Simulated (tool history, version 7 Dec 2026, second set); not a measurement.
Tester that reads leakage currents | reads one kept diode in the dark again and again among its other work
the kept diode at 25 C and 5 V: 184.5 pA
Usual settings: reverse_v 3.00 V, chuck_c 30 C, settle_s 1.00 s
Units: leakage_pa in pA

run 1 day=0.000 | reverse_v=3.00 chuck_c=30 settle_s=1.00 | leakage_pa=223.97
-- day=3.921 probe card cleaned and baked
run 2 day=6.762 | reverse_v=3.00 chuck_c=30 settle_s=1.00 | leakage_pa=224.74
run 3 day=10.483 | reverse_v=3.00 chuck_c=30 settle_s=1.00 | leakage_pa=224.30
run 4 day=17.817 | reverse_v=3.00 chuck_c=25 settle_s=1.00 | leakage_pa=146.54
run 5 day=21.775 | reverse_v=3.00 chuck_c=25 settle_s=1.00 | leakage_pa=146.58
run 6 day=27.125 | reverse_v=3.00 chuck_c=25 settle_s=1.00 | leakage_pa=146.86
run 7 day=32.296 | reverse_v=3.00 chuck_c=30 settle_s=1.00 | leakage_pa=223.87
run 8 day=36.800 | reverse_v=1.61 chuck_c=30 settle_s=1.00 | leakage_pa=169.38
run 9 day=42.783 | reverse_v=2.00 chuck_c=30 settle_s=1.00 | leakage_pa=186.52
run 10 day=50.296 | reverse_v=3.00 chuck_c=40 settle_s=1.00 | leakage_pa=503.32
run 11 day=56.029 | reverse_v=3.00 chuck_c=26 settle_s=1.00 | leakage_pa=159.06
run 12 day=59.717 | reverse_v=3.00 chuck_c=26 settle_s=1.00 | leakage_pa=159.55
run 13 day=67.338 | reverse_v=3.00 chuck_c=30 settle_s=1.00 | leakage_pa=224.20
run 14 day=72.517 | reverse_v=3.00 chuck_c=30 settle_s=1.00 | leakage_pa=225.17
run 15 day=77.188 | reverse_v=3.00 chuck_c=30 settle_s=1.00 | leakage_pa=224.59
run 16 day=82.804 | reverse_v=3.00 chuck_c=30 settle_s=1.00 | leakage_pa=224.16
run 17 day=90.904 | reverse_v=3.00 chuck_c=30 settle_s=1.96 | leakage_pa=224.25
run 18 day=95.271 | reverse_v=3.00 chuck_c=30 settle_s=1.00 | leakage_pa=224.03
run 19 day=98.933 | reverse_v=3.00 chuck_c=30 settle_s=1.00 | leakage_pa=223.52
run 20 day=103.746 | reverse_v=3.00 chuck_c=20 settle_s=1.00 | leakage_pa=94.80
run 21 day=110.008 | reverse_v=3.00 chuck_c=20 settle_s=1.00 | leakage_pa=94.93
run 22 day=114.112 | reverse_v=1.58 chuck_c=45 settle_s=3.26 | leakage_pa=552.87
run 23 day=121.492 | reverse_v=2.64 chuck_c=54 settle_s=8.42 | leakage_pa=1362.58
run 24 day=125.679 | reverse_v=10.55 chuck_c=32 settle_s=1.99 | leakage_pa=467.34
-- day=131.596 probe card cleaned and baked
run 25 day=133.288 | reverse_v=12.56 chuck_c=53 settle_s=0.38 | leakage_pa=2574.64
run 26 day=136.900 | reverse_v=12.56 chuck_c=53 settle_s=0.38 | leakage_pa=2576.90
run 27 day=144.621 | reverse_v=12.56 chuck_c=53 settle_s=0.38 | leakage_pa=2574.82
run 28 day=149.362 | reverse_v=12.56 chuck_c=53 settle_s=0.38 | leakage_pa=2577.87
run 29 day=156.221 | reverse_v=1.78 chuck_c=30 settle_s=0.49 | leakage_pa=176.09
-- day=162.542 chuck's temperature calibrated
run 30 day=162.692 | reverse_v=1.88 chuck_c=30 settle_s=6.01 | leakage_pa=180.88
run 31 day=169.612 | reverse_v=1.88 chuck_c=30 settle_s=6.01 | leakage_pa=180.91
run 32 day=176.117 | reverse_v=1.88 chuck_c=30 settle_s=6.01 | leakage_pa=180.90
run 33 day=181.792 | reverse_v=16.94 chuck_c=25 settle_s=0.99 | leakage_pa=324.96
run 34 day=188.062 | reverse_v=16.94 chuck_c=25 settle_s=0.99 | leakage_pa=325.46
run 35 day=194.183 | reverse_v=16.94 chuck_c=25 settle_s=0.99 | leakage_pa=325.00
run 36 day=199.433 | reverse_v=3.67 chuck_c=30 settle_s=7.15 | leakage_pa=245.90
run 37 day=204.021 | reverse_v=8.06 chuck_c=30 settle_s=7.15 | leakage_pa=350.69
run 38 day=209.838 | reverse_v=6.03 chuck_c=30 settle_s=6.23 | leakage_pa=309.70
run 39 day=217.442 | reverse_v=6.03 chuck_c=30 settle_s=6.23 | leakage_pa=305.87
run 40 day=225.483 | reverse_v=2.03 chuck_c=30 settle_s=3.31 | leakage_pa=187.99
run 41 day=232.067 | reverse_v=14.45 chuck_c=30 settle_s=1.04 | leakage_pa=461.34

Some steps in leakage_pa between neighbouring runs. How much of each would the tool show without its hidden state too (settings, what came in, random variation), and how much is left for the hidden state, with any gauge scatter that isn't in both results?
The hidden state here: stray current of the dirty probe card, pA a volt; current scale over the true one, %; true chuck temperature over the reading, C; drift of the gauge itself on leakage_pa, %.
Run 23 -> 24: reverse_v 2.64 -> 10.55, chuck_c 54 -> 32, settle_s 8.42 -> 1.99. leakage_pa -895.24 pA: hidden state +1.35, all else -896.59.
Run 24 -> 25: reverse_v 10.55 -> 12.56, chuck_c 32 -> 53, settle_s 1.99 -> 0.38, probe card cleaned and baked. leakage_pa +2107.30 pA: hidden state -3.33, all else +2110.63.
Run 28 -> 29: reverse_v 12.56 -> 1.78, chuck_c 53 -> 30, settle_s 0.38 -> 0.49. leakage_pa -2401.78 pA: hidden state +3.71, all else -2405.49.
